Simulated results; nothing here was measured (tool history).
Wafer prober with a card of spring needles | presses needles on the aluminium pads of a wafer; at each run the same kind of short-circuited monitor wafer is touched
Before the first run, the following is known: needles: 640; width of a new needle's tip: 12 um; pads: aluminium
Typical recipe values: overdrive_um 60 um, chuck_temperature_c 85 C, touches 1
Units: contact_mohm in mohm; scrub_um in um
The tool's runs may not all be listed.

{"run": 1, "hour": 0.0, "overdrive_um": 60, "chuck_temperature_c": 85, "touches": 1, "contact_mohm": 211, "scrub_um": 12.56}
{"run": 2, "hour": 7.2, "overdrive_um": 59, "chuck_temperature_c": 85, "touches": 1, "contact_mohm": 216, "scrub_um": 12.32}
{"hour": 12.2, "done": "tips cleaned on abrasive film"}
{"run": 3, "hour": 13.8, "overdrive_um": 60, "chuck_temperature_c": 85, "touches": 1, "contact_mohm": 191, "scrub_um": 12.47}
{"run": 4, "hour": 23.6, "overdrive_um": 60, "chuck_temperature_c": 85, "touches": 1, "contact_mohm": 199, "scrub_um": 12.49}
{"run": 5, "hour": 33.3, "overdrive_um": 60, "chuck_temperature_c": 85, "touches": 1, "contact_mohm": 207, "scrub_um": 12.54}
{"run": 6, "hour": 38.2, "overdrive_um": 60, "chuck_temperature_c": 95, "touches": 1, "contact_mohm": 211, "scrub_um": 12.5}
{"run": 7, "hour": 46.8, "overdrive_um": 60, "chuck_temperature_c": 95, "touches": 1, "contact_mohm": 212, "scrub_um": 12.5}
{"run": 8, "hour": 57.5, "overdrive_um": 60, "chuck_temperature_c": 95, "touches": 1, "contact_mohm": 218, "scrub_um": 12.5}
{"hour": 60.0, "done": "tips cleaned on abrasive film"}
{"run": 9, "hour": 63.0, "overdrive_um": 60, "chuck_temperature_c": 85, "touches": 1, "contact_mohm": 191, "scrub_um": 12.49}
{"run": 10, "hour": 69.4, "overdrive_um": 60, "chuck_temperature_c": 85, "touches": 1, "contact_mohm": 197, "scrub_um": 12.47}
{"run": 11, "hour": 80.0, "overdrive_um": 53, "chuck_temperature_c": 85, "touches": 1, "contact_mohm": 212, "scrub_um": 10.97}
{"hour": 80.8, "done": "height of the first contact set anew"}
{"run": 12, "hour": 86.1, "overdrive_um": 60, "chuck_temperature_c": 85, "touches": 1, "contact_mohm": 208, "scrub_um": 12.46}
{"run": 13, "hour": 94.7, "overdrive_um": 60, "chuck_temperature_c": 85, "touches": 1, "contact_mohm": 211, "scrub_um": 12.45}
{"hour": 100.8, "done": "height of the first contact set anew, once more"}
{"run": 14, "hour": 104.6, "overdrive_um": 60, "chuck_temperature_c": 41, "touches": 1, "contact_mohm": 210, "scrub_um": 12.56}
{"hour": 108.6, "done": "tips cleaned on abrasive film"}
{"run": 15, "hour": 112.8, "overdrive_um": 65, "chuck_temperature_c": 85, "touches": 1, "contact_mohm": 190, "scrub_um": 13.59}
{"run": 16, "hour": 121.6, "overdrive_um": 60, "chuck_temperature_c": 85, "touches": 1, "contact_mohm": 201, "scrub_um": 12.59}
{"run": 17, "hour": 130.6, "overdrive_um": 60, "chuck_temperature_c": 85, "touches": 1, "contact_mohm": 208, "scrub_um": 12.58}
{"run": 18, "hour": 140.7, "overdrive_um": 60, "chuck_temperature_c": 85, "touches": 1, "contact_mohm": 211, "scrub_um": 12.54}
{"run": 19, "hour": 149.7, "overdrive_um": 60, "chuck_temperature_c": 118, "touches": 1, "contact_mohm": 221, "scrub_um": 12.53}
{"run": 20, "hour": 154.3, "overdrive_um": 44, "chuck_temperature_c": 97, "touches": 2, "contact_mohm": 221, "scrub_um": 9.22}
{"hour": 156.6, "done": "tips cleaned on abrasive film"}
{"run": 21, "hour": 159.9, "overdrive_um": 44, "chuck_temperature_c": 97, "touches": 2, "contact_mohm": 194, "scrub_um": 9.19}
{"run": 22, "hour": 165.1, "overdrive_um": 53, "chuck_temperature_c": 57, "touches": 1, "contact_mohm": 198, "scrub_um": 11.05}
{"run": 23, "hour": 173.3, "overdrive_um": 53, "chuck_temperature_c": 57, "touches": 1, "contact_mohm": 207, "scrub_um": 11.08}
{"run": 24, "hour": 181.3, "overdrive_um": 53, "chuck_temperature_c": 57, "touches": 1, "contact_mohm": 209, "scrub_um": 11.08}
{"run": 25, "hour": 189.2, "overdrive_um": 60, "chuck_temperature_c": 27, "touches": 1, "contact_mohm": 204, "scrub_um": 12.53}
{"run": 26, "hour": 195.3, "overdrive_um": 75, "chuck_temperature_c": 27, "touches": 1, "contact_mohm": 199, "scrub_um": 15.64}
{"run": 27, "hour": 202.2, "overdrive_um": 75, "chuck_temperature_c": 27, "touches": 1, "contact_mohm": 199, "scrub_um": 15.71}
{"hour": 204.2, "done": "tips cleaned on abrasive film"}
{"run": 28, "hour": 207.6, "overdrive_um": 44, "chuck_temperature_c": 103, "touches": 2, "contact_mohm": 197, "scrub_um": 9.15}
{"run": 29, "hour": 212.0, "overdrive_um": 40, "chuck_temperature_c": 121, "touches": 3, "contact_mohm": 204, "scrub_um": 8.31}
{"run": 30, "hour": 221.5, "overdrive_um": 71, "chuck_temperature_c": 51, "touches": 3, "contact_mohm": 185, "scrub_um": 14.77}
{"run": 31, "hour": 231.4, "overdrive_um": 46, "chuck_temperature_c": 85, "touches": 1, "contact_mohm": 223, "scrub_um": 9.6}
{"run": 32, "hour": 236.7, "overdrive_um": 46, "chuck_temperature_c": 85, "touches": 1, "contact_mohm": 225, "scrub_um": 9.58}
{"run": 33, "hour": 246.6, "overdrive_um": 49, "chuck_temperature_c": 70, "touches": 1, "contact_mohm": 225, "scrub_um": 10.21}
{"hour": 252.1, "done": "tips cleaned on abrasive film"}
{"run": 34, "hour": 252.7, "overdrive_um": 49, "chuck_temperature_c": 70, "touches": 1, "contact_mohm": 186, "scrub_um": 10.15}
{"run": 35, "hour": 261.6, "overdrive_um": 49, "chuck_temperature_c": 85, "touches": 2, "contact_mohm": 195, "scrub_um": 10.23}

Predict each of these 4 candidate next runs independently; none follows another, all start after run 35:
{"run": "A", "hour": 272.1, "overdrive_um": 49, "chuck_temperature_c": 27, "touches": 2, "contact_mohm": "?", "scrub_um": "?"}
{"run": "B", "hour": 272.1, "overdrive_um": 46, "chuck_temperature_c": 125, "touches": 1, "contact_mohm": "?", "scrub_um": "?"}
{"run": "C", "hour": 272.1, "overdrive_um": 49, "chuck_temperature_c": 77, "touches": 2, "contact_mohm": "?", "scrub_um": "?"}
{"run": "D", "hour": 272.1, "overdrive_um": 60, "chuck_temperature_c": 85, "touches": 3, "contact_mohm": "?", "scrub_um": "?"}

run=A contact_mohm=196 scrub_um=10.26
run=B contact_mohm=229 scrub_um=9.58
run=C contact_mohm=205 scrub_um=10.19
run=D contact_mohm=194 scrub_um=12.51
The same runs, with their run-to-run variation unchanged, on a tool lacking any hidden condition would have given:
run=A contact_mohm=176 scrub_um=10.33
run=B contact_mohm=198 scrub_um=9.65
run=C contact_mohm=186 scrub_um=10.26
run=D contact_mohm=186 scrub_um=12.58
